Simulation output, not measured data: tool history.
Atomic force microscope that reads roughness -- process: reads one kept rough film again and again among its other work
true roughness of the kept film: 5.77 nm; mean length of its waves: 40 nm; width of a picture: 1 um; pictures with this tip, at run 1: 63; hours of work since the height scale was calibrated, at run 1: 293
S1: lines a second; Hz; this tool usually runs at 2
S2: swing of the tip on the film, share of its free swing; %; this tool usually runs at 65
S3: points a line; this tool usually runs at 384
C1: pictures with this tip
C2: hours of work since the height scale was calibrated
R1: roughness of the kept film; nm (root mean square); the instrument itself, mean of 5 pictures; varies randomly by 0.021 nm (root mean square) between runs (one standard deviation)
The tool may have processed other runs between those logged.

Run 1, hour 0: usual settings; C1 63; C2 293. Result: R1 4.887 nm (root mean square).
Run 2, hour 7.7: usual settings; C1 82; C2 299. Result: R1 4.811 nm (root mean square).
Run 3, hour 16: usual settings; C1 103; C2 305. Result: R1 4.669 nm (root mean square).
Run 4, hour 20.7: usual settings; C1 115; C2 308. Result: R1 4.696 nm (root mean square).
Run 5, hour 28: usual settings; C1 133; C2 314. Result: R1 4.617 nm (root mean square).
Run 6, hour 37.6: usual settings; C1 157; C2 321. Result: R1 4.529 nm (root mean square).
Run 7, hour 44.5: usual settings but S1 0.62 Hz; C1 174; C2 327. Result: R1 4.617 nm (root mean square).
Run 8, hour 53.5: usual settings but S1 0.62 Hz; C1 197; C2 334. Result: R1 4.569 nm (root mean square).
At hour 62.6: new tip fitted.
Run 9, hour 62.6: usual settings; C1 0; C2 340. Result: R1 5.096 nm (root mean square).
Run 10, hour 70.9: usual settings; C1 21; C2 347. Result: R1 5.022 nm (root mean square).
Run 11, hour 75.7: usual settings; C1 33; C2 350. Result: R1 4.994 nm (root mean square).
Run 12, hour 80.8: usual settings; C1 46; C2 354. Result: R1 4.931 nm (root mean square).
Run 13, hour 91.4: usual settings; C1 73; C2 362. Result: R1 4.798 nm (root mean square).
Run 14, hour 101.6: usual settings but S1 1.83 Hz; C1 98; C2 370. Result: R1 4.709 nm (root mean square).
Run 15, hour 111.9: usual settings but S1 1.83 Hz; C1 124; C2 378. Result: R1 4.654 nm (root mean square).
Run 16, hour 117.5: usual settings; C1 138; C2 382. Result: R1 4.601 nm (root mean square).
Run 17, hour 124.3: usual settings; C1 155; C2 387. Result: R1 4.539 nm (root mean square).
Run 18, hour 133.1: usual settings but S3 348; C1 177; C2 394. Result: R1 4.462 nm (root mean square).
Run 19, hour 142: usual settings but S3 348; C1 199; C2 401. Result: R1 4.365 nm (root mean square).
At hour 149.3: new tip fitted.
Run 20, hour 149.9: usual settings but S3 348; C1 1; C2 407. Result: R1 5.081 nm (root mean square).
Run 21, hour 156.5: usual settings but S3 348; C1 18; C2 412. Result: R1 5.046 nm (root mean square).
Run 22, hour 167.6: usual settings but S3 348; C1 46; C2 420. Result: R1 4.944 nm (root mean square).
Run 23, hour 178.7: usual settings but S1 1.33 Hz, S2 55 %, S3 802; C1 73; C2 429. Result: R1 4.993 nm (root mean square).
Run 24, hour 190.2: usual settings but S1 1.15 Hz, S2 62 %, S3 599; C1 102; C2 438. Result: R1 4.873 nm (root mean square).
Run 25, hour 199.2: usual settings but S1 3.5 Hz, S2 86 %, S3 758; C1 125; C2 444. Result: R1 3.88 nm (root mean square).
Run 26, hour 208.8: usual settings but S1 1.83 Hz, S2 67 %, S3 591; C1 149; C2 452. Result: R1 4.575 nm (root mean square).
Run 27, hour 218.9: usual settings but S1 1.83 Hz, S2 67 %, S3 591; C1 174; C2 459. Result: R1 4.475 nm (root mean square).
Run 28, hour 227.6: usual settings but S1 1.83 Hz, S2 58 %, S3 612; C1 196; C2 466. Result: R1 4.485 nm (root mean square).
At hour 236.5: new tip fitted.
Run 29, hour 237.2: usual settings but S1 1.48 Hz, S2 60 %, S3 612; C1 2; C2 473. Result: R1 5.252 nm (root mean square).
Run 30, hour 242.3: usual settings but S1 1.48 Hz, S2 76 %, S3 325; C1 14; C2 477. Result: R1 5.003 nm (root mean square).
Run 31, hour 252.5: usual settings but S1 1.48 Hz, S2 76 %, S3 325; C1 40; C2 485. Result: R1 4.88 nm (root mean square).
Run 32, hour 261.3: usual settings but S1 1.48 Hz, S2 88 %, S3 325; C1 62; C2 492. Result: R1 4.553 nm (root mean square).
Run 33, hour 268.1: usual settings but S1 0.56 Hz, S2 60 %, S3 863; C1 79; C2 497. Result: R1 4.996 nm (root mean square).
Run 34, hour 277.8: usual settings but S1 0.61 Hz, S2 70 %, S3 823; C1 103; C2 504. Result: R1 4.867 nm (root mean square).
Run 35, hour 285.8: usual settings but S1 0.61 Hz, S2 56 %, S3 950; C1 124; C2 510. Result: R1 4.828 nm (root mean square).
Run 36, hour 295.8: usual settings but S1 0.53 Hz, S2 76 %, S3 342; C1 148; C2 518. Result: R1 4.631 nm (root mean square).
Run 37, hour 301.7: usual settings but S1 1.75 Hz, S3 382; C1 163; C2 523. Result: R1 4.493 nm (root mean square).
Run 38, hour 306.9: usual settings but S1 3.6 Hz, S3 328; C1 176; C2 527. Result: R1 4.296 nm (root mean square).
Run 39, hour 312.2: usual settings but S1 0.51 Hz, S2 58 %, S3 417; C1 190; C2 531. Result: R1 4.625 nm (root mean square).
Run 40, hour 317.1: usual settings but S1 0.51 Hz, S2 58 %, S3 417; C1 202; C2 534. Result: R1 4.545 nm (root mean square).
At hour 323.7: new tip fitted.
Run 41, hour 327.8: usual settings but S1 0.51 Hz, S2 58 %, S3 417; C1 11; C2 542. Result: R1 5.289 nm (root mean square).
Run 42, hour 334.4: usual settings but S1 1.79 Hz, S2 62 %, S3 417; C1 27; C2 547. Result: R1 5.112 nm (root mean square).
Run 43, hour 341.8: usual settings but S1 2.99 Hz, S3 302; C1 46; C2 553. Result: R1 4.863 nm (root mean square).
Run 44, hour 353.1: usual settings but S2 83 %, S3 618; C1 74; C2 561. Result: R1 4.495 nm (root mean square).

What differs in the tool's unlogged condition from the final listed run ahead of each entry between runs to the first listed run following it?
In the gap between runs 8 and 9: new tip fitted (hour 62.6)
  radius of the tip, nm: 17.3 -> 5.2; height scale over the true one, %: 0.4 -> 0.41
  measured value less the no-hidden-state value, R1: -0.727 -> +0.009 nm (root mean square)
In the gap between runs 19 and 20: new tip fitted (hour 149.3)
  radius of the tip, nm: 18.1 -> 5.1; height scale over the true one, %: 0.47 -> 0.48
  measured value less the no-hidden-state value, R1: -0.732 -> +0.015 nm (root mean square)
In the gap between runs 28 and 29: new tip fitted (hour 236.5)
  radius of the tip, nm: 17.8 -> 5.2
  measured value less the no-hidden-state value, R1: -0.733 -> +0.012 nm (root mean square)
In the gap between runs 40 and 41: new tip fitted (hour 323.7)
  radius of the tip, nm: 18.5 -> 5.9; height scale over the true one, %: 0.62 -> 0.63
  measured value less the no-hidden-state value, R1: -0.78 -> -0.028 nm (root mean square)

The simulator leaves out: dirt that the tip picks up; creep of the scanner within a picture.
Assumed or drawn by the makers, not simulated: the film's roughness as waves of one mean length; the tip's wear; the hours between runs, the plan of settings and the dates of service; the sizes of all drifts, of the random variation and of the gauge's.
